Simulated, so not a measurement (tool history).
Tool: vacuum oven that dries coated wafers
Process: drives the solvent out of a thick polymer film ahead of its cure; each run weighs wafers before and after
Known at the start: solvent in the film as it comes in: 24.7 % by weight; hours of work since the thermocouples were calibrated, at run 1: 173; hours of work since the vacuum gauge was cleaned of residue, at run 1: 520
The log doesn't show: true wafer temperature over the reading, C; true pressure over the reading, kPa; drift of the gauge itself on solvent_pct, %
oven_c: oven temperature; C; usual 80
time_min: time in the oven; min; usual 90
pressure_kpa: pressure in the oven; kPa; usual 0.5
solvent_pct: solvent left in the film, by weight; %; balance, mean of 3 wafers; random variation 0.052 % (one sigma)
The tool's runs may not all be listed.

run,hour,oven_c,time_min,pressure_kpa,hours of work since the thermocouples were calibrated,hours of work since the vacuum gauge was cleaned of residue,solvent_pct
1,0,80,90,0.5,173,520,1.28
2,40.8,80,90,0.5,202,549,1.36
3,59.5,80,90,0.5,215,563,1.27
4,78.5,80,90,0.5,229,576,1.35
5,118.6,80,90,0.5,258,605,1.31
6,139.2,82,115,0.5,273,620,0.57
7,180.4,74,90,0.687,302,650,2.59
8,220.6,74,90,0.687,331,678,2.6
9,242,78,87,0.605,347,694,1.86
10,283.3,78,87,0.605,376,724,1.81

3 ways to go on from here, each from the tool as it stands after run 10. What would each give?
A,319.4,79,87,0.605,402,750,?
B,319.4,67,49,0.704,402,750,?
C,319.4,76,87,0.605,402,750,?

run,solvent_pct
A,1.66
B,8.71
C,2.23
Without the tool's hidden state the same runs would have given:
run,solvent_pct
A,1.65
B,8.69
C,2.22
